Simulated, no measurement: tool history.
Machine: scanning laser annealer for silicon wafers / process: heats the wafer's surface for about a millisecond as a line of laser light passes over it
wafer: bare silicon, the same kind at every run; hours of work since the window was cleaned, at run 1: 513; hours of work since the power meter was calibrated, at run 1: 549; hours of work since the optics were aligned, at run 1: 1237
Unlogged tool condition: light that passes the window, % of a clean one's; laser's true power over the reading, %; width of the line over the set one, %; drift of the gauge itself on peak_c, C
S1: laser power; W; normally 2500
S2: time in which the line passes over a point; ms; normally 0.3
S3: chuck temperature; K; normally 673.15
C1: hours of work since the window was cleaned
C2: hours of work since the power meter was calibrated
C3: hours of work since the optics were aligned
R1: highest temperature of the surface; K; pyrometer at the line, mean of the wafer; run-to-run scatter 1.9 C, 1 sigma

run     day    S1     S2      S3   C1   C2    C3       R1
  1       0  2500    0.3  673.15  513  549  1237  1406.15
  2   0.412  2500    0.3  673.15  520  556  1244  1408.15
  3   1.154  2574    0.3  673.15  533  568  1257  1436.15
  4   1.575  2574    0.3  673.15  540  575  1264  1433.15
  5   2.046  2574    0.3  673.15  548  583  1272  1435.15
  6   2.896  2500    0.3  644.15  563  598  1286  1380.15
  7   3.479  2500    0.3  673.15  573  608  1296  1405.15
  8   3.846  2500    0.3  673.15  579  614  1302  1406.15
  9   4.421  2500    0.3  673.15  589  624  1312  1406.15
 10   5.054  2501    0.3  673.15  599  634  1323  1405.15
 11   5.446  2501    0.3  673.15  606  641  1330  1405.15
 12   6.054  2501    0.3  673.15  616  651  1340  1402.15
 13   6.425  2501    0.3  673.15  623  658  1346  1404.15
 14   7.158  2501    0.3  673.15  635  670  1359  1405.15
 15   7.925  2501    0.3  673.15  648  683  1372  1407.15
 16   8.283  2500    0.3  673.15  654  689  1378  1403.15
 17   8.954  2500    0.3  656.15  666  701  1389  1385.15
 18   9.767  2500    0.3  656.15  679  714  1403  1389.15
 19  10.121  2500    0.3  656.15  685  720  1409  1387.15
 20  10.821  2500    0.3  656.15  697  732  1421  1385.15
 21  11.542  2500  0.224  673.15  709  745  1433  1315.15
 22  12.346  2500  0.224  673.15  723  758  1447  1313.15
 23  12.933  2500  0.224  673.15  733  768  1457  1314.15
 24  13.433  2626    0.3  672.15  742  777  1465  1445.15
 25    13.8  2566  0.312  634.15  748  783  1471  1401.15
 26  14.517  2566  0.312  634.15  760  795  1484  1401.15
 27   15.25  2566  0.312  634.15  772  808  1496  1402.15
 28  15.983  2566  0.312  634.15  785  820  1509  1400.15
 29  16.625  2456  0.261  680.15  796  831  1519  1350.15
 30  16.975  2665  0.239  693.15  802  837  1525  1404.15
 31  17.754  2234   0.29  695.15  815  850  1539  1319.15

What will run 32 give?
 32  18.308  2234  0.29  695.15  824  860  1548   ?

R1: 1319.15 K
On a tool with no hidden condition, and with the same random variation, this run would have come out at R1 1351.15 K.
